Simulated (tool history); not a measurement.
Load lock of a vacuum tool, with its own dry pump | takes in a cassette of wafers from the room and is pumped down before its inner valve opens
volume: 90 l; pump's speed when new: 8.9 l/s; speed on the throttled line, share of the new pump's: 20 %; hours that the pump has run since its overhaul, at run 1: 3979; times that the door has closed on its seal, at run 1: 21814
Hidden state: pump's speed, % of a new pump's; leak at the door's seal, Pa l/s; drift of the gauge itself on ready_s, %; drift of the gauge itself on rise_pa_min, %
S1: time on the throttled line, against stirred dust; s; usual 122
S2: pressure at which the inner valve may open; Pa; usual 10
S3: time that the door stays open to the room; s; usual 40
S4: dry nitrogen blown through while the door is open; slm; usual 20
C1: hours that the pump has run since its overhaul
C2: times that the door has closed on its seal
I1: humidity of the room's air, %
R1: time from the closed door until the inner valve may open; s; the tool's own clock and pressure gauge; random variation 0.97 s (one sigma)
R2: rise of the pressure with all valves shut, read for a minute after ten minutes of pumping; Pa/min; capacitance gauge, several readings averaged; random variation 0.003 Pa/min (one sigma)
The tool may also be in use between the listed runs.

run	hour	S1	S2	S3	S4	C1	C2	I1	R1	R2
1	0	122	10	40	20	3979	21814	47.1	192.8	0.104
2	222.4	122	10	40	20	4201	22438	44.6	194.3	0.105
3	422.1	122	10	40	20	4401	22999	45.4	191.9	0.105
4	680.1	122	10	123	20	4659	23724	40.6	194.2	0.125
5	925.9	122	10	123	20	4905	24414	43.5	193.3	0.131
6	1180	122	10	123	20	5159	25128	42.9	192.5	0.137
7	1362	122	10	40	23	5341	25639	44.7	194.5	0.118
8	1541.4	122	10	40	23	5520	26142	43.1	194.1	0.124
9	1806.2	122	10	40	23	5785	26886	43.8	194.2	0.128
10	1980.9	110	18	40	39	5960	27377	47.2	177.1	0.128
11	2147.1	110	18	40	39	6126	27844	43.2	177.1	0.13
12	2274.2	122	11	27	5	6253	28200	44.7	193.9	0.152
13	2410.6	125	11	26	5	6389	28583	49.7	194.6	0.154
14	2639.6	125	11	26	5	6618	29226	45.2	194.7	0.161
15	2857.3	110	20	33	17	6836	29838	44.6	175	0.155
16	3005.6	122	15	40	20	6984	30254	43.1	189.2	0.166
17	3181	122	13	51	24	7160	30747	44.8	190.6	0.161

Forecast each of these 3 alternatives for the next run:
A	3351.4	122	10	40	5	7330	31226	45.4	?	?
B	3351.4	134	14	40	20	7330	31226	43.6	?	?
C	3351.4	122	13	238	24	7330	31226	43.7	?	?

run	R1	R2
A	191.2	0.182
B	199.8	0.161
C	192	0.194
Without the tool's hidden state the same runs would have given:
run	R1	R2
A	187.9	0.033
B	197	0.014
C	189	0.047
